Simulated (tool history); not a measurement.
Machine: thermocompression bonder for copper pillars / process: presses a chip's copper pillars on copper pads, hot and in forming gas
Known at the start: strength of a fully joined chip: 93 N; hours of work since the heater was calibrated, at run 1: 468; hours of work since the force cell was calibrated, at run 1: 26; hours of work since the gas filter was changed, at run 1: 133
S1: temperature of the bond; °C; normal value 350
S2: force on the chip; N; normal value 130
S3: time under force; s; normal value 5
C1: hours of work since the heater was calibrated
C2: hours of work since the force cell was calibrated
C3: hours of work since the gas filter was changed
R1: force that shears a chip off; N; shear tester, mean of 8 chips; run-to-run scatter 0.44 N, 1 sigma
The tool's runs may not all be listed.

run 1 hour=0 | S1=350 S2=130 S3=5 | C1=468 C2=26 C3=133 | R1=52.9
run 2 hour=11.6 | S1=350 S2=130 S3=5 | C1=474 C2=33 C3=140 | R1=52.8
run 3 hour=18.8 | S1=350 S2=130 S3=5 | C1=478 C2=37 C3=144 | R1=54.2
run 4 hour=24.1 | S1=350 S2=130 S3=5 | C1=481 C2=40 C3=147 | R1=51.7
run 5 hour=31.5 | S1=330 S2=130 S3=5 | C1=486 C2=44 C3=151 | R1=46.2
run 6 hour=38.8 | S1=330 S2=130 S3=5 | C1=490 C2=48 C3=155 | R1=46.4
run 7 hour=44.3 | S1=330 S2=130 S3=5 | C1=493 C2=51 C3=158 | R1=46.6
run 8 hour=51.8 | S1=350 S2=121 S3=5 | C1=497 C2=55 C3=163 | R1=50.2
run 9 hour=58 | S1=350 S2=130 S3=5 | C1=500 C2=59 C3=166 | R1=52.1
run 10 hour=66.4 | S1=350 S2=130 S3=5 | C1=505 C2=64 C3=171 | R1=52.1
run 11 hour=73 | S1=350 S2=130 S3=5 | C1=509 C2=67 C3=174 | R1=51.1
run 12 hour=81.5 | S1=350 S2=130 S3=5 | C1=514 C2=72 C3=179 | R1=51.3
run 13 hour=89.1 | S1=350 S2=130 S3=5 | C1=518 C2=76 C3=183 | R1=52.2
run 14 hour=102.2 | S1=350 S2=130 S3=5 | C1=525 C2=84 C3=191 | R1=51.7
run 15 hour=113.5 | S1=350 S2=130 S3=5 | C1=532 C2=90 C3=197 | R1=52
run 16 hour=121.7 | S1=370 S2=98 S3=8 | C1=536 C2=95 C3=202 | R1=55.6
run 17 hour=128.9 | S1=370 S2=98 S3=8 | C1=540 C2=99 C3=206 | R1=54.7
run 18 hour=135.2 | S1=370 S2=98 S3=8 | C1=544 C2=102 C3=209 | R1=55.3
run 19 hour=143.4 | S1=371 S2=175 S3=14 | C1=548 C2=107 C3=214 | R1=77.5
run 20 hour=150.5 | S1=371 S2=175 S3=14 | C1=552 C2=111 C3=218 | R1=76.8
run 21 hour=160.4 | S1=326 S2=175 S3=7 | C1=558 C2=116 C3=224 | R1=58.4
run 22 hour=168.7 | S1=326 S2=175 S3=7 | C1=563 C2=121 C3=228 | R1=58.3
-- hour=173.5 forming gas filter changed
run 23 hour=176 | S1=326 S2=175 S3=9 | C1=566 C2=125 C3=1 | R1=69.7

Run 24 is up next; what results do you expect?
run 24 hour=184.7 | S1=343 S2=175 S3=9 | C1=571 C2=130 C3=6 | R1=?

{"run 24": {"R1": 73.8}}
On a tool with no hidden condition, and with the same random variation, this run would have come out at R1 71.7 N.
